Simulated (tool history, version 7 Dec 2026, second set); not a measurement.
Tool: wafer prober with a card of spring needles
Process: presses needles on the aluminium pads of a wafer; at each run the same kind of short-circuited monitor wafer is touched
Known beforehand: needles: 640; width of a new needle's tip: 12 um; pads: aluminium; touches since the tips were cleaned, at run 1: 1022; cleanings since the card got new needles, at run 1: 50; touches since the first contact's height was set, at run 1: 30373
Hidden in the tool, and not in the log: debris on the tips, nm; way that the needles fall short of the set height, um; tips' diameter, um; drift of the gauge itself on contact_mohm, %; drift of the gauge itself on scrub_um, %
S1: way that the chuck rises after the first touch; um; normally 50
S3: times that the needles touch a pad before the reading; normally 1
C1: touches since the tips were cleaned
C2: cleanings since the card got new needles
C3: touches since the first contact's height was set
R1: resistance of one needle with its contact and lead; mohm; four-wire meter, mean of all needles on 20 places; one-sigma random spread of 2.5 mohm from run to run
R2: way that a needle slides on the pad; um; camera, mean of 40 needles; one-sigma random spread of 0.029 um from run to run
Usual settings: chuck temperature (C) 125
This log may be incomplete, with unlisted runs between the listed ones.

run 1 hour=0.0 | S1=50 chuck_temperature_(C)=125 S3=1 | C1=1022 C2=50 C3=30373 | R1=291 R2=8.85
-- hour=3.6 tips cleaned on abrasive film
-- hour=8.3 tips cleaned on abrasive film
-- hour=14.2 tips cleaned on abrasive film
-- hour=20.2 tips cleaned on abrasive film
-- hour=26.1 tips cleaned on abrasive film
run 2 hour=28.2 | S1=50 chuck_temperature_(C)=125 S3=1 | C1=1469 C2=55 C3=49293 | R1=292 R2=8.82
-- hour=31.8 tips cleaned on abrasive film
-- hour=37.7 tips cleaned on abrasive film
-- hour=43.6 tips cleaned on abrasive film
-- hour=49.6 tips cleaned on abrasive film
-- hour=55.1 tips cleaned on abrasive film
run 3 hour=55.1 | S1=37 chuck_temperature_(C)=125 S3=1 | C1=0 C2=60 C3=67254 | R1=293 R2=6.45
-- hour=59.8 tips cleaned on abrasive film
-- hour=65.7 tips cleaned on abrasive film
run 4 hour=67.6 | S1=37 chuck_temperature_(C)=125 S3=1 | C1=1287 C2=62 C3=75682 | R1=307 R2=6.41
-- hour=71.2 tips cleaned on abrasive film
-- hour=77.1 tips cleaned on abrasive film
-- hour=83.0 tips cleaned on abrasive film
-- hour=87.8 tips cleaned on abrasive film
run 5 hour=88.4 | S1=37 chuck_temperature_(C)=125 S3=1 | C1=421 C2=66 C3=89589 | R1=297 R2=6.42
-- hour=93.1 tips cleaned on abrasive film
-- hour=99.1 tips cleaned on abrasive film
run 6 hour=102.0 | S1=41 chuck_temperature_(C)=125 S3=1 | C1=1993 C2=68 C3=98722 | R1=315 R2=7.07
-- hour=104.4 tips cleaned on abrasive film
-- hour=110.3 tips cleaned on abrasive film
-- hour=116.2 tips cleaned on abrasive film
run 7 hour=119.9 | S1=41 chuck_temperature_(C)=125 S3=1 | C1=2514 C2=71 C3=110754 | R1=315 R2=7.04
-- hour=121.2 tips cleaned on abrasive film
-- hour=127.1 tips cleaned on abrasive film
-- hour=133.0 tips cleaned on abrasive film
-- hour=138.9 tips cleaned on abrasive film
run 8 hour=143.4 | S1=41 chuck_temperature_(C)=125 S3=1 | C1=3036 C2=75 C3=126479 | R1=323 R2=7.04
-- hour=144.6 tips cleaned on abrasive film
-- hour=150.5 tips cleaned on abrasive film
-- hour=155.3 tips cleaned on abrasive film
run 9 hour=159.3 | S1=40 chuck_temperature_(C)=125 S3=1 | C1=2765 C2=78 C3=137178 | R1=325 R2=6.82
-- hour=160.6 tips cleaned on abrasive film
-- hour=166.5 tips cleaned on abrasive film
-- hour=172.4 tips cleaned on abrasive film
-- hour=178.3 tips cleaned on abrasive film
-- hour=184.3 tips cleaned on abrasive film
run 10 hour=188.2 | S1=40 chuck_temperature_(C)=125 S3=1 | C1=2719 C2=83 C3=156555 | R1=319 R2=6.79
-- hour=189.5 tips cleaned on abrasive film
-- hour=195.4 tips cleaned on abrasive film
-- hour=198.0 height of the first contact set anew
-- hour=201.6 tips cleaned on abrasive film
-- hour=207.5 tips cleaned on abrasive film
-- hour=213.5 tips cleaned on abrasive film
run 11 hour=214.3 | S1=40 chuck_temperature_(C)=125 S3=1 | C1=585 C2=88 C3=10898 | R1=296 R2=7.11
-- hour=219.1 tips cleaned on abrasive film
-- hour=223.8 tips cleaned on abrasive film
-- hour=229.7 tips cleaned on abrasive film
run 12 hour=232.8 | S1=61 chuck_temperature_(C)=125 S3=1 | C1=2105 C2=91 C3=23315 | R1=294 R2=10.84
-- hour=235.2 tips cleaned on abrasive film
-- hour=241.1 tips cleaned on abrasive film
-- hour=247.1 tips cleaned on abrasive film
-- hour=251.8 tips cleaned on abrasive film
-- hour=257.0 tips cleaned on abrasive film
run 13 hour=257.0 | S1=50 chuck_temperature_(C)=125 S3=1 | C1=0 C2=96 C3=39486 | R1=288 R2=8.84
-- hour=262.9 tips cleaned on abrasive film
-- hour=267.7 tips cleaned on abrasive film
-- hour=273.6 tips cleaned on abrasive film
run 14 hour=277.1 | S1=50 chuck_temperature_(C)=48 S3=2 | C1=2421 C2=99 C3=53012 | R1=279 R2=8.86
-- hour=278.4 tips cleaned on abrasive film
-- hour=284.3 tips cleaned on abrasive film
-- hour=289.0 tips cleaned on abrasive film
-- hour=295.0 tips cleaned on abrasive film
-- hour=300.9 tips cleaned on abrasive film
run 15 hour=303.2 | S1=50 chuck_temperature_(C)=48 S3=1 | C1=1599 C2=104 C3=70468 | R1=284 R2=8.81
-- hour=305.7 tips cleaned on abrasive film
-- hour=310.4 tips cleaned on abrasive film
-- hour=316.4 tips cleaned on abrasive film
run 16 hour=317.4 | S1=50 chuck_temperature_(C)=48 S3=1 | C1=728 C2=107 C3=79959 | R1=273 R2=8.72
-- hour=322.2 tips cleaned on abrasive film
-- hour=326.9 tips cleaned on abrasive film
-- hour=332.8 tips cleaned on abrasive film
run 17 hour=334.6 | S1=50 chuck_temperature_(C)=45 S3=1 | C1=1172 C2=110 C3=91444 | R1=278 R2=8.71
-- hour=338.1 tips cleaned on abrasive film
-- hour=344.1 tips cleaned on abrasive film
-- hour=348.8 tips cleaned on abrasive film
run 18 hour=352.6 | S1=34 chuck_temperature_(C)=76 S3=1 | C1=2561 C2=113 C3=103524 | R1=324 R2=5.85
-- hour=353.8 tips cleaned on abrasive film
-- hour=359.7 tips cleaned on abrasive film
-- hour=365.7 tips cleaned on abrasive film
-- hour=371.6 tips cleaned on abrasive film
-- hour=377.5 tips cleaned on abrasive film
run 19 hour=381.5 | S1=34 chuck_temperature_(C)=76 S3=1 | C1=2757 C2=118 C3=122940 | R1=331 R2=5.79
-- hour=382.8 tips cleaned on abrasive film
-- hour=388.7 tips cleaned on abrasive film
-- hour=393.4 tips cleaned on abrasive film
-- hour=399.4 tips cleaned on abrasive film
-- hour=405.3 tips cleaned on abrasive film
run 20 hour=407.1 | S1=34 chuck_temperature_(C)=76 S3=1 | C1=1267 C2=123 C3=140073 | R1=305 R2=5.79
-- hour=410.7 tips cleaned on abrasive film
-- hour=415.5 tips cleaned on abrasive film
-- hour=421.4 tips cleaned on abrasive film
-- hour=427.3 tips cleaned on abrasive film
run 21 hour=429.2 | S1=50 chuck_temperature_(C)=27 S3=1 | C1=1326 C2=127 C3=154884 | R1=274 R2=8.59
-- hour=432.8 tips cleaned on abrasive film
-- hour=438.7 tips cleaned on abrasive film
-- hour=441.4 height of the first contact set anew
run 22 hour=443.2 | S1=35 chuck_temperature_(C)=95 S3=2 | C1=2872 C2=129 C3=1285 | R1=309 R2=6.27
-- hour=444.5 tips cleaned on abrasive film
-- hour=450.4 tips cleaned on abrasive film
-- hour=456.3 tips cleaned on abrasive film
run 23 hour=456.3 | S1=41 chuck_temperature_(C)=82 S3=1 | C1=0 C2=132 C3=9990 | R1=279 R2=7.23
-- hour=461.1 tips cleaned on abrasive film
-- hour=467.0 tips cleaned on abrasive film
-- hour=471.7 tips cleaned on abrasive film
-- hour=477.6 tips cleaned on abrasive film
run 24 hour=478.8 | S1=41 chuck_temperature_(C)=82 S3=1 | C1=809 C2=136 C3=25079 | R1=296 R2=7.22
-- hour=483.5 tips cleaned on abrasive film
-- hour=488.3 tips cleaned on abrasive film
-- hour=494.2 tips cleaned on abrasive film
run 25 hour=496.3 | S1=41 chuck_temperature_(C)=82 S3=1 | C1=1486 C2=139 C3=36834 | R1=299 R2=7.21
-- hour=499.9 tips cleaned on abrasive film
-- hour=505.8 tips cleaned on abrasive film
run 26 hour=509.5 | S1=41 chuck_temperature_(C)=25 S3=1 | C1=2508 C2=141 C3=45688 | R1=302 R2=7.19

What if the next run were any one of these 3? Each begins from the tool's condition after run 26:
-- hour=510.8 tips cleaned on abrasive film
-- hour=516.7 tips cleaned on abrasive film
-- hour=522.6 tips cleaned on abrasive film
-- hour=528.5 tips cleaned on abrasive film
-- hour=534.4 tips cleaned on abrasive film
run A hour=535.6 | S1=42 chuck_temperature_(C)=62 S3=1 | C1=818 C2=146 C3=63166 | R1=? R2=?
-- hour=510.8 tips cleaned on abrasive film
-- hour=516.7 tips cleaned on abrasive film
-- hour=522.6 tips cleaned on abrasive film
-- hour=528.5 tips cleaned on abrasive film
-- hour=534.4 tips cleaned on abrasive film
run B hour=535.6 | S1=42 chuck_temperature_(C)=52 S3=2 | C1=818 C2=146 C3=63166 | R1=? R2=?
-- hour=510.8 tips cleaned on abrasive film
-- hour=516.7 tips cleaned on abrasive film
-- hour=522.6 tips cleaned on abrasive film
-- hour=528.5 tips cleaned on abrasive film
-- hour=534.4 tips cleaned on abrasive film
run C hour=535.6 | S1=35 chuck_temperature_(C)=25 S3=1 | C1=818 C2=146 C3=63166 | R1=? R2=?

run=A R1=290 R2=7.36
run=B R1=278 R2=7.34
run=C R1=288 R2=6.17
Had the tool no hidden state, the same runs would have come out as:
run=A R1=267 R2=7.50
run=B R1=263 R2=7.48
run=C R1=255 R2=6.31

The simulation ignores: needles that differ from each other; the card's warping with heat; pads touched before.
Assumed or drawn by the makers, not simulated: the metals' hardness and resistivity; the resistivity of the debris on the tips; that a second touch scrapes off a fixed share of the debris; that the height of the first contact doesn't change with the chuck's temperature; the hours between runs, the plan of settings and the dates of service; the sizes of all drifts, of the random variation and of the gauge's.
